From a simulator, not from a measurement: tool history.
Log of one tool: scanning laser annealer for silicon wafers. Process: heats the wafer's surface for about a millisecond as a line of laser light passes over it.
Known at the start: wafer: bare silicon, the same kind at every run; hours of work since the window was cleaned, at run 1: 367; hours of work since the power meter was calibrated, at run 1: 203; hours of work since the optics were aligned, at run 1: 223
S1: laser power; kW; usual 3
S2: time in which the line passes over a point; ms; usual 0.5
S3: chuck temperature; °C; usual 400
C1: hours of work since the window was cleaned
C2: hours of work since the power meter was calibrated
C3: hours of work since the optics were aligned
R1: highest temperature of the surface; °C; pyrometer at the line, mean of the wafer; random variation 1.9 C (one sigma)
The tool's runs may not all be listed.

run 1 hour=0 | S1=3 S2=0.5 S3=400 | C1=367 C2=203 C3=223 | R1=1113
run 2 hour=8.2 | S1=3 S2=0.5 S3=400 | C1=372 C2=209 C3=228 | R1=1111
run 3 hour=13.2 | S1=3 S2=0.5 S3=409 | C1=375 C2=212 C3=231 | R1=1120
run 4 hour=22.4 | S1=3 S2=0.5 S3=423 | C1=381 C2=218 C3=237 | R1=1135
-- hour=30.7 window over the wafer cleaned
run 5 hour=34.8 | S1=3 S2=0.5 S3=423 | C1=3 C2=225 C3=244 | R1=1159
run 6 hour=40.4 | S1=3 S2=0.5 S3=423 | C1=6 C2=228 C3=247 | R1=1156
run 7 hour=46 | S1=2.683 S2=0.5 S3=400 | C1=10 C2=232 C3=251 | R1=1059
run 8 hour=56.5 | S1=3.012 S2=0.5 S3=388 | C1=17 C2=239 C3=258 | R1=1123
run 9 hour=67.1 | S1=3.242 S2=0.537 S3=369 | C1=23 C2=245 C3=265 | R1=1190
run 10 hour=74.2 | S1=3.242 S2=0.537 S3=369 | C1=28 C2=250 C3=269 | R1=1192
run 11 hour=82.2 | S1=3.242 S2=0.537 S3=369 | C1=33 C2=255 C3=274 | R1=1188
run 12 hour=88 | S1=3.242 S2=0.537 S3=369 | C1=37 C2=259 C3=278 | R1=1189

The next listed run, before its measurement:
run 13 hour=95.3 | S1=3.242 S2=0.537 S3=369 | C1=42 C2=264 C3=283 | R1=?

{"run 13": {"R1": 1190}}
Without the tool's hidden state the same run would have given R1 1200 °C.

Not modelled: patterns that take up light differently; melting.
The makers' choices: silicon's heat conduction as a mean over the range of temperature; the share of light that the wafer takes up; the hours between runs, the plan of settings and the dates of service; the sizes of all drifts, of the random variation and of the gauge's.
